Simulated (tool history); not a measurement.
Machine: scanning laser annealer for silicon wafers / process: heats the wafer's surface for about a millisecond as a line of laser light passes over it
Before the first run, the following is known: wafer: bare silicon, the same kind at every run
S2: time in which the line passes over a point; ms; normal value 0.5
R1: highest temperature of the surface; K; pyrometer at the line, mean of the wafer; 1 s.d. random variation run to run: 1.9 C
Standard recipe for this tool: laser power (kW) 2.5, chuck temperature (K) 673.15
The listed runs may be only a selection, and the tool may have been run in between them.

{"run": 1, "hour": 0.0, "laser power (kW)": 2.5, "S2": 0.5, "chuck temperature (K)": 673.15, "R1": 1377.15}
{"run": 2, "hour": 42.2, "laser power (kW)": 2.5, "S2": 0.5, "chuck temperature (K)": 673.15, "R1": 1375.15}
{"run": 3, "hour": 107.4, "laser power (kW)": 2.451, "S2": 0.5, "chuck temperature (K)": 673.15, "R1": 1363.15}
{"run": 4, "hour": 169.4, "laser power (kW)": 2.451, "S2": 0.5, "chuck temperature (K)": 673.15, "R1": 1359.15}
{"run": 5, "hour": 241.6, "laser power (kW)": 2.749, "S2": 0.5, "chuck temperature (K)": 673.15, "R1": 1435.15}
{"run": 6, "hour": 306.9, "laser power (kW)": 2.749, "S2": 0.5, "chuck temperature (K)": 673.15, "R1": 1432.15}
{"run": 7, "hour": 350.8, "laser power (kW)": 2.5, "S2": 0.5, "chuck temperature (K)": 681.15, "R1": 1375.15}
{"run": 8, "hour": 430.9, "laser power (kW)": 2.5, "S2": 0.5, "chuck temperature (K)": 673.15, "R1": 1361.15}
{"run": 9, "hour": 499.5, "laser power (kW)": 2.5, "S2": 0.5, "chuck temperature (K)": 673.15, "R1": 1360.15}
{"run": 10, "hour": 568.8, "laser power (kW)": 2.5, "S2": 0.5, "chuck temperature (K)": 673.15, "R1": 1357.15}
{"run": 11, "hour": 651.1, "laser power (kW)": 2.5, "S2": 0.5, "chuck temperature (K)": 673.15, "R1": 1357.15}
{"run": 12, "hour": 716.2, "laser power (kW)": 2.5, "S2": 0.5, "chuck temperature (K)": 699.15, "R1": 1380.15}
{"hour": 773.1, "done": "window over the wafer cleaned"}
{"run": 13, "hour": 792.7, "laser power (kW)": 2.5, "S2": 0.5, "chuck temperature (K)": 699.15, "R1": 1411.15}
{"run": 14, "hour": 860.6, "laser power (kW)": 2.5, "S2": 0.5, "chuck temperature (K)": 655.15, "R1": 1366.15}
{"run": 15, "hour": 944.5, "laser power (kW)": 2.5, "S2": 0.5, "chuck temperature (K)": 655.15, "R1": 1365.15}
{"run": 16, "hour": 1009.2, "laser power (kW)": 2.5, "S2": 0.5, "chuck temperature (K)": 655.15, "R1": 1363.15}
{"run": 17, "hour": 1047.7, "laser power (kW)": 2.5, "S2": 0.5, "chuck temperature (K)": 655.15, "R1": 1360.15}
{"run": 18, "hour": 1120.1, "laser power (kW)": 2.5, "S2": 0.5, "chuck temperature (K)": 655.15, "R1": 1359.15}
{"hour": 1163.3, "done": "optics aligned, line set to its width"}
{"run": 19, "hour": 1166.8, "laser power (kW)": 2.5, "S2": 0.599, "chuck temperature (K)": 673.15, "R1": 1441.15}
{"run": 20, "hour": 1219.8, "laser power (kW)": 2.5, "S2": 0.401, "chuck temperature (K)": 673.15, "R1": 1319.15}
{"run": 21, "hour": 1271.5, "laser power (kW)": 2.515, "S2": 0.455, "chuck temperature (K)": 678.15, "R1": 1363.15}
{"run": 22, "hour": 1310.9, "laser power (kW)": 2.515, "S2": 0.455, "chuck temperature (K)": 678.15, "R1": 1360.15}
{"run": 23, "hour": 1372.4, "laser power (kW)": 2.5, "S2": 0.415, "chuck temperature (K)": 695.15, "R1": 1348.15}
{"run": 24, "hour": 1425.4, "laser power (kW)": 2.484, "S2": 0.505, "chuck temperature (K)": 696.15, "R1": 1401.15}
{"run": 25, "hour": 1504.0, "laser power (kW)": 2.627, "S2": 0.453, "chuck temperature (K)": 673.15, "R1": 1380.15}
{"run": 26, "hour": 1553.1, "laser power (kW)": 2.627, "S2": 0.453, "chuck temperature (K)": 673.15, "R1": 1373.15}
{"run": 27, "hour": 1591.2, "laser power (kW)": 2.627, "S2": 0.453, "chuck temperature (K)": 655.15, "R1": 1360.15}
{"run": 28, "hour": 1641.5, "laser power (kW)": 2.627, "S2": 0.453, "chuck temperature (K)": 655.15, "R1": 1356.15}
{"run": 29, "hour": 1733.2, "laser power (kW)": 2.627, "S2": 0.453, "chuck temperature (K)": 655.15, "R1": 1355.15}
{"run": 30, "hour": 1773.7, "laser power (kW)": 2.536, "S2": 0.509, "chuck temperature (K)": 647.15, "R1": 1360.15}
{"run": 31, "hour": 1850.7, "laser power (kW)": 2.348, "S2": 0.384, "chuck temperature (K)": 654.15, "R1": 1238.15}
{"run": 32, "hour": 1901.9, "laser power (kW)": 2.515, "S2": 0.552, "chuck temperature (K)": 654.15, "R1": 1379.15}
{"run": 33, "hour": 1979.9, "laser power (kW)": 2.515, "S2": 0.552, "chuck temperature (K)": 654.15, "R1": 1373.15}
{"hour": 2032.4, "done": "window over the wafer cleaned"}
{"run": 34, "hour": 2043.6, "laser power (kW)": 2.515, "S2": 0.378, "chuck temperature (K)": 695.15, "R1": 1336.15}
{"run": 35, "hour": 2107.5, "laser power (kW)": 2.145, "S2": 0.475, "chuck temperature (K)": 673.15, "R1": 1280.15}
{"run": 36, "hour": 2170.9, "laser power (kW)": 2.5, "S2": 0.437, "chuck temperature (K)": 673.15, "R1": 1348.15}
{"run": 37, "hour": 2217.6, "laser power (kW)": 2.5, "S2": 0.437, "chuck temperature (K)": 673.15, "R1": 1346.15}
{"run": 38, "hour": 2271.4, "laser power (kW)": 2.193, "S2": 0.5, "chuck temperature (K)": 708.15, "R1": 1337.15}
{"run": 39, "hour": 2359.5, "laser power (kW)": 2.193, "S2": 0.434, "chuck temperature (K)": 681.15, "R1": 1271.15}
{"run": 40, "hour": 2398.7, "laser power (kW)": 2.535, "S2": 0.548, "chuck temperature (K)": 677.15, "R1": 1423.15}

Each row is a separate what-if for the run after 40, all from the same tool condition, not one after another. Results?
{"run": "A", "hour": 2488.1, "laser power (kW)": 2.535, "S2": 0.423, "chuck temperature (K)": 677.15, "R1": "?"}
{"run": "B", "hour": 2488.1, "laser power (kW)": 2.308, "S2": 0.548, "chuck temperature (K)": 668.15, "R1": "?"}
{"run": "C", "hour": 2488.1, "laser power (kW)": 2.289, "S2": 0.548, "chuck temperature (K)": 656.15, "R1": "?"}
{"run": "D", "hour": 2488.1, "laser power (kW)": 2.678, "S2": 0.421, "chuck temperature (K)": 650.15, "R1": "?"}
{"run": "E", "hour": 2488.1, "laser power (kW)": 2.23, "S2": 0.423, "chuck temperature (K)": 673.15, "R1": "?"}

run=A R1=1346.15
run=B R1=1343.15
run=C R1=1330.15
run=D R1=1353.15
run=E R1=1266.15
Had the tool no hidden state, the same runs would have come out as:
run=A R1=1364.15
run=B R1=1362.15
run=C R1=1348.15
run=D R1=1372.15
run=E R1=1282.15
